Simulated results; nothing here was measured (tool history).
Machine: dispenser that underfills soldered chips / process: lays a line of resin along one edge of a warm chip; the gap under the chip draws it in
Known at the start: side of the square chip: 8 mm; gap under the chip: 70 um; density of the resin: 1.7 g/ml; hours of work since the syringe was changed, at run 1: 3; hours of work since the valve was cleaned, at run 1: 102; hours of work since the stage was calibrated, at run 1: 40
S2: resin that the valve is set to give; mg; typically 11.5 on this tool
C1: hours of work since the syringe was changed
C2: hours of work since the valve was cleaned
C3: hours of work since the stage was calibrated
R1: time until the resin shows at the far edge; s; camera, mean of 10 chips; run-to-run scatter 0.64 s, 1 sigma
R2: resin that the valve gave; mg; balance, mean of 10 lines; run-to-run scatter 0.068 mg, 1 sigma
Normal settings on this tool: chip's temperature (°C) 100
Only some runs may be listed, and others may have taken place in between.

Run 1, hour 0.0: usual settings; C1 3; C2 102; C3 40. Result: R1 65.3 s, R2 10.92 mg.
Run 2, hour 3.8: usual settings; C1 5; C2 105; C3 42. Result: R1 80.0 s, R2 11.05 mg.
At hour 7.7: new syringe of resin.
Run 3, hour 7.7: usual settings but chip's temperature (°C) 105; C1 0; C2 108; C3 45. Result: R1 49.7 s, R2 10.97 mg.
Run 4, hour 12.1: usual settings but chip's temperature (°C) 105; C1 3; C2 111; C3 48. Result: R1 61.0 s, R2 11.06 mg.
Run 5, hour 16.3: usual settings but chip's temperature (°C) 105; C1 6; C2 114; C3 52. Result: R1 77.4 s, R2 11.01 mg.
At hour 18.9: new syringe of resin.
Run 6, hour 19.0: usual settings but S2 13.6 mg; C1 0; C2 116; C3 53. Result: R1 55.5 s, R2 12.97 mg.
Run 7, hour 24.0: usual settings but S2 13.6 mg; C1 4; C2 120; C3 57. Result: R1 72.6 s, R2 13.01 mg.
Run 8, hour 28.2: usual settings; C1 7; C2 123; C3 60. Result: R1 91.0 s, R2 10.85 mg.
At hour 30.1: new syringe of resin.
Run 9, hour 31.5: usual settings but S2 13.4 mg; C1 1; C2 125; C3 62. Result: R1 60.0 s, R2 12.77 mg.
Run 10, hour 34.8: usual settings but S2 13.4 mg; C1 3; C2 128; C3 65. Result: R1 72.6 s, R2 12.76 mg.
At hour 40.5: dispensing valve cleaned and set on the balance.
Run 11, hour 40.8: usual settings but S2 14.8 mg; C1 7; C2 0; C3 69. Result: R1 90.8 s, R2 14.78 mg.
At hour 42.2: new syringe of resin.
Run 12, hour 43.4: usual settings; C1 1; C2 2; C3 70. Result: R1 59.4 s, R2 11.51 mg.
Run 13, hour 47.3: usual settings; C1 4; C2 5; C3 73. Result: R1 72.1 s, R2 11.55 mg.
Run 14, hour 50.9: usual settings; C1 7; C2 8; C3 76. Result: R1 87.6 s, R2 11.39 mg.
At hour 53.6: new syringe of resin.
Run 15, hour 55.0: usual settings but chip's temperature (°C) 107; C1 1; C2 10; C3 79. Result: R1 49.8 s, R2 11.34 mg.
Run 16, hour 58.4: usual settings but chip's temperature (°C) 107; C1 4; C2 13; C3 81. Result: R1 59.2 s, R2 11.36 mg.
Run 17, hour 62.8: usual settings but chip's temperature (°C) 107; C1 7; C2 16; C3 85. Result: R1 74.7 s, R2 11.56 mg.
At hour 64.8: new syringe of resin.
Run 18, hour 65.4: usual settings but chip's temperature (°C) 107; C1 0; C2 18; C3 86. Result: R1 48.3 s, R2 11.48 mg.
Run 19, hour 68.9: usual settings but chip's temperature (°C) 107; C1 3; C2 20; C3 89. Result: R1 57.7 s, R2 11.34 mg.
Run 20, hour 72.3: usual settings but chip's temperature (°C) 113, S2 14.5 mg; C1 6; C2 23; C3 91. Result: R1 56.1 s, R2 14.26 mg.
Run 21, hour 75.1: usual settings but S2 11.7 mg; C1 8; C2 25; C3 93. Result: R1 95.4 s, R2 11.65 mg.
At hour 76.2: new syringe of resin.
Run 22, hour 78.1: usual settings but chip's temperature (°C) 107, S2 10.5 mg; C1 1; C2 27; C3 95. Result: R1 51.7 s, R2 10.48 mg.
Run 23, hour 81.6: usual settings but chip's temperature (°C) 96, S2 12.4 mg; C1 4; C2 30; C3 98. Result: R1 81.6 s, R2 12.25 mg.
Run 24, hour 83.9: usual settings but chip's temperature (°C) 96, S2 12.4 mg; C1 6; C2 31; C3 100. Result: R1 93.2 s, R2 12.42 mg.
At hour 87.5: new syringe of resin.
Run 25, hour 88.9: usual settings but chip's temperature (°C) 96, S2 12.4 mg; C1 1; C2 35; C3 103. Result: R1 67.1 s, R2 12.32 mg.
Run 26, hour 91.7: usual settings but chip's temperature (°C) 96, S2 12.4 mg; C1 3; C2 37; C3 105. Result: R1 76.0 s, R2 12.31 mg.
Run 27, hour 95.9: usual settings but chip's temperature (°C) 89, S2 13.1 mg; C1 6; C2 40; C3 109. Result: R1 115.7 s, R2 12.86 mg.
At hour 98.9: new syringe of resin.
Run 28, hour 100.4: usual settings but chip's temperature (°C) 108, S2 14.3 mg; C1 1; C2 43; C3 112. Result: R1 48.1 s, R2 14.05 mg.
Run 29, hour 104.6: usual settings but chip's temperature (°C) 92; C1 4; C2 46; C3 115. Result: R1 93.6 s, R2 11.29 mg.
Run 30, hour 108.6: usual settings but chip's temperature (°C) 92; C1 7; C2 49; C3 118. Result: R1 114.0 s, R2 11.28 mg.
At hour 110.2: new syringe of resin.
Run 31, hour 113.6: usual settings but chip's temperature (°C) 111, S2 13.2 mg; C1 3; C2 53; C3 121. Result: R1 48.7 s, R2 12.95 mg.
Run 32, hour 115.7: usual settings but chip's temperature (°C) 111, S2 13.2 mg; C1 4; C2 54; C3 123. Result: R1 53.4 s, R2 12.99 mg.
Run 33, hour 118.5: usual settings but chip's temperature (°C) 111, S2 13.2 mg; C1 6; C2 56; C3 125. Result: R1 62.5 s, R2 12.98 mg.
At hour 121.4: new syringe of resin.
Run 34, hour 123.5: usual settings but chip's temperature (°C) 111, S2 13.2 mg; C1 2; C2 60; C3 128. Result: R1 43.9 s, R2 13.09 mg.
Run 35, hour 128.1: usual settings but chip's temperature (°C) 111, S2 11.7 mg; C1 5; C2 63; C3 132. Result: R1 55.9 s, R2 11.38 mg.

Below are 5 alternative next runs, each starting from the tool's condition after run 35. Predict each:
At hour 132.8: new syringe of resin.
Run A, hour 133.0: usual settings but chip's temperature (°C) 85, S2 14.2 mg; C1 0; C2 67; C3 135. Result: R1 ?, R2 ?.
At hour 132.8: new syringe of resin.
Run B, hour 133.0: usual settings but chip's temperature (°C) 112, S2 10.1 mg; C1 0; C2 67; C3 135. Result: R1 ?, R2 ?.
At hour 132.8: new syringe of resin.
Run C, hour 133.0: usual settings but chip's temperature (°C) 114, S2 10.4 mg; C1 0; C2 67; C3 135. Result: R1 ?, R2 ?.
At hour 132.8: new syringe of resin.
Run D, hour 133.0: usual settings but chip's temperature (°C) 88, S2 11.9 mg; C1 0; C2 67; C3 135. Result: R1 ?, R2 ?.
At hour 132.8: new syringe of resin.
Run E, hour 133.0: usual settings but S2 13.0 mg; C1 0; C2 67; C3 135. Result: R1 ?, R2 ?.

run    R1     R2
  A  81.1  13.89
  B  41.6   9.81
  C  40.7  10.13
  D  77.3  11.60
  E  54.1  12.66
Had the tool no hidden state, the same runs would have come out as:
run    R1     R2
  A  81.6  14.24
  B  41.6  10.06
  C  40.6  10.38
  D  77.6  11.88
  E  54.4  12.98
